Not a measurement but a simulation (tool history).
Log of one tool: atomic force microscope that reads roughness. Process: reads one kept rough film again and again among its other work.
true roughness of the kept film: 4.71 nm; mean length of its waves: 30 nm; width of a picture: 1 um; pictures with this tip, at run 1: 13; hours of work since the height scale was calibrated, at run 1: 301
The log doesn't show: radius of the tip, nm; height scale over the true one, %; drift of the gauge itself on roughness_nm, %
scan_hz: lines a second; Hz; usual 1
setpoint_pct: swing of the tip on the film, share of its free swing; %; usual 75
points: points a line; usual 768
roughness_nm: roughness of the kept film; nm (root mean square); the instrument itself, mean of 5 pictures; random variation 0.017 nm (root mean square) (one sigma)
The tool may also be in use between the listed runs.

| run | day | scan_hz | setpoint_pct | points | pictures with this tip | hours of work since the height scale was calibrated | roughness_nm |
|---|---|---|---|---|---|---|---|
| 1 | 0 | 1 | 75 | 768 | 13 | 301 | 4.146 |
| 2 | 1.35 | 1 | 75 | 768 | 51 | 320 | 4.124 |
|  | 1.946 | new tip fitted |
| 3 | 2.292 | 1 | 75 | 768 | 10 | 332 | 4.133 |
| 4 | 3.042 | 1 | 75 | 768 | 31 | 342 | 4.13 |
| 5 | 3.638 | 1 | 75 | 768 | 48 | 350 | 4.152 |
|  | 4.367 | new tip fitted |
| 6 | 4.742 | 1 | 75 | 768 | 11 | 365 | 4.152 |
| 7 | 5.9 | 1 | 75 | 768 | 44 | 381 | 4.11 |
|  | 6.767 | new tip fitted |
| 8 | 7.333 | 1 | 75 | 768 | 16 | 400 | 4.15 |
| 9 | 7.925 | 1 | 75 | 768 | 33 | 408 | 4.12 |
| 10 | 8.504 | 1 | 75 | 768 | 49 | 416 | 4.15 |
|  | 9.121 | new tip fitted |
| 11 | 9.888 | 1 | 75 | 768 | 22 | 434 | 4.148 |
| 12 | 11.238 | 1 | 75 | 297 | 60 | 453 | 4.073 |
|  | 11.471 | new tip fitted |
| 13 | 11.908 | 1 | 75 | 297 | 13 | 461 | 4.086 |
| 14 | 12.771 | 1 | 75 | 768 | 37 | 473 | 4.147 |
|  | 13.879 | new tip fitted |
| 15 | 14.225 | 1 | 75 | 768 | 10 | 493 | 4.163 |
| 16 | 15.121 | 1 | 75 | 768 | 36 | 505 | 4.188 |
| 17 | 16.029 | 1.29 | 62 | 768 | 62 | 517 | 4.156 |
|  | 16.254 | new tip fitted |
| 18 | 17 | 1.29 | 62 | 768 | 21 | 530 | 4.178 |
| 19 | 18.129 | 1.29 | 62 | 768 | 54 | 545 | 4.214 |
|  | 18.658 | new tip fitted |
| 20 | 18.888 | 1.29 | 62 | 768 | 7 | 555 | 4.16 |
| 21 | 20.212 | 1.29 | 62 | 768 | 44 | 573 | 4.177 |
| 22 | 20.946 | 0.93 | 75 | 686 | 65 | 583 | 4.141 |
|  | 21.025 | new tip fitted |
| 23 | 22.225 | 0.56 | 75 | 610 | 34 | 600 | 4.158 |
| 24 | 22.804 | 0.56 | 75 | 610 | 50 | 608 | 4.218 |
|  | 23.367 | new tip fitted |
| 25 | 24.183 | 1.15 | 64 | 768 | 23 | 626 | 4.18 |
| 26 | 25.546 | 1 | 60 | 596 | 62 | 645 | 4.172 |
|  | 25.696 | new tip fitted |
| 27 | 26.904 | 1 | 60 | 596 | 34 | 663 | 4.188 |
|  | 28.05 | new tip fitted |
| 28 | 28.238 | 1.55 | 75 | 626 | 5 | 681 | 4.062 |

The same runs without the tool's hidden state, with the same run-to-run variation:
| run | roughness_nm |
|---|---|
| 1 | 4.151 |
| 2 | 4.141 |
| 3 | 4.136 |
| 4 | 4.14 |
| 5 | 4.167 |
| 6 | 4.155 |
| 7 | 4.124 |
| 8 | 4.156 |
| 9 | 4.13 |
| 10 | 4.165 |
| 11 | 4.155 |
| 12 | 4.091 |
| 13 | 4.09 |
| 14 | 4.159 |
| 15 | 4.168 |
| 16 | 4.201 |
| 17 | 4.176 |
| 18 | 4.184 |
| 19 | 4.231 |
| 20 | 4.163 |
| 21 | 4.191 |
| 22 | 4.161 |
| 23 | 4.167 |
| 24 | 4.233 |
| 25 | 4.189 |
| 26 | 4.193 |
| 27 | 4.199 |
| 28 | 4.063 |
